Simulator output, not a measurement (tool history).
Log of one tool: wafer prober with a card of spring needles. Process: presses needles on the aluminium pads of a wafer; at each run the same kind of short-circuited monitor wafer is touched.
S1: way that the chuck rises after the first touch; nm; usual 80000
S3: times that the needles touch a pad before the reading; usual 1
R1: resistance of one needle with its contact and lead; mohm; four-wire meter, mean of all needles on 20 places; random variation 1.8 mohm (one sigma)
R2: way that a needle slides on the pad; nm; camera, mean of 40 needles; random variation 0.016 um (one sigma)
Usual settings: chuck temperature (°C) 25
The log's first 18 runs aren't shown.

At hour 513.4: tips cleaned on abrasive film.
At hour 524.7: tips cleaned on abrasive film.
At hour 537.6: tips cleaned on abrasive film.
Run 19, hour 541.6: usual settings but S1 96000 nm, chuck temperature (°C) 83. Result: R1 203 mohm, R2 17140 nm.
At hour 551.2: tips cleaned on abrasive film.
At hour 565.1: tips cleaned on abrasive film.
At hour 577.4: tips cleaned on abrasive film.
Run 20, hour 581.6: usual settings but S1 96000 nm, chuck temperature (°C) 83. Result: R1 200 mohm, R2 17180 nm.
At hour 590.2: tips cleaned on abrasive film.
At hour 601.3: height of the first contact set anew.
At hour 604.2: tips cleaned on abrasive film.
At hour 616.6: tips cleaned on abrasive film.
Run 21, hour 616.6: usual settings but S1 96000 nm, chuck temperature (°C) 54, S3 3. Result: R1 193 mohm, R2 17170 nm.
At hour 628.2: tips cleaned on abrasive film.
At hour 641.7: tips cleaned on abrasive film.
Run 22, hour 646.1: usual settings but S1 96000 nm, chuck temperature (°C) 54, S3 3. Result: R1 198 mohm, R2 17130 nm.
At hour 653.8: tips cleaned on abrasive film.
Run 23, hour 664.1: usual settings but S1 74000 nm, chuck temperature (°C) 60, S3 3. Result: R1 206 mohm, R2 13230 nm.
At hour 667: tips cleaned on abrasive film.
At hour 680.5: tips cleaned on abrasive film.
At hour 693.5: tips cleaned on abrasive film.
Run 24, hour 702.4: usual settings but S1 66000 nm. Result: R1 196 mohm, R2 11740 nm.
At hour 705.3: tips cleaned on abrasive film.
At hour 718.2: tips cleaned on abrasive film.
At hour 730: tips cleaned on abrasive film.
Run 25, hour 730: usual settings but S1 63000 nm. Result: R1 200 mohm, R2 11250 nm.
At hour 743.6: tips cleaned on abrasive film.
At hour 754.9: tips cleaned on abrasive film.
Run 26, hour 758.8: usual settings but S1 75000 nm, chuck temperature (°C) 56. Result: R1 200 mohm, R2 13410 nm.
At hour 768.5: tips cleaned on abrasive film.
Run 27, hour 778.5: usual settings but S1 95000 nm, chuck temperature (°C) 115. Result: R1 213 mohm, R2 16980 nm.
At hour 780.3: tips cleaned on abrasive film.
At hour 793.4: tips cleaned on abrasive film.
At hour 804.8: tips cleaned on abrasive film.
Run 28, hour 804.8: usual settings but S1 63000 nm, chuck temperature (°C) 82, S3 2. Result: R1 215 mohm, R2 11240 nm.
At hour 817.6: tips cleaned on abrasive film.
Run 29, hour 824.8: usual settings but S1 63000 nm, chuck temperature (°C) 82, S3 2. Result: R1 214 mohm, R2 11250 nm.
At hour 829.7: tips cleaned on abrasive film.
At hour 843.8: tips cleaned on abrasive film.
Run 30, hour 844.6: usual settings but S1 81000 nm, chuck temperature (°C) 82. Result: R1 208 mohm, R2 14460 nm.

Forecast each of these 3 alternatives for the next run:
At hour 855.5: tips cleaned on abrasive film.
At hour 867.7: tips cleaned on abrasive film.
At hour 879.9: tips cleaned on abrasive film.
Run A, hour 885.2: usual settings but S1 86000 nm, chuck temperature (°C) 65, S3 2. Result: R1 ?, R2 ?.
At hour 855.5: tips cleaned on abrasive film.
At hour 867.7: tips cleaned on abrasive film.
At hour 879.9: tips cleaned on abrasive film.
Run B, hour 885.2: usual settings but S1 75000 nm, S3 2. Result: R1 ?, R2 ?.
At hour 855.5: tips cleaned on abrasive film.
At hour 867.7: tips cleaned on abrasive film.
At hour 879.9: tips cleaned on abrasive film.
Run C, hour 885.2: usual settings but S1 63000 nm, chuck temperature (°C) 91, S3 2. Result: R1 ?, R2 ?.

run   R1     R2
  A  197  15350
  B  194  13410
  C  219  11250
Without the tool's hidden state the same runs would have given:
run   R1     R2
  A  197  15350
  B  194  13410
  C  218  11250
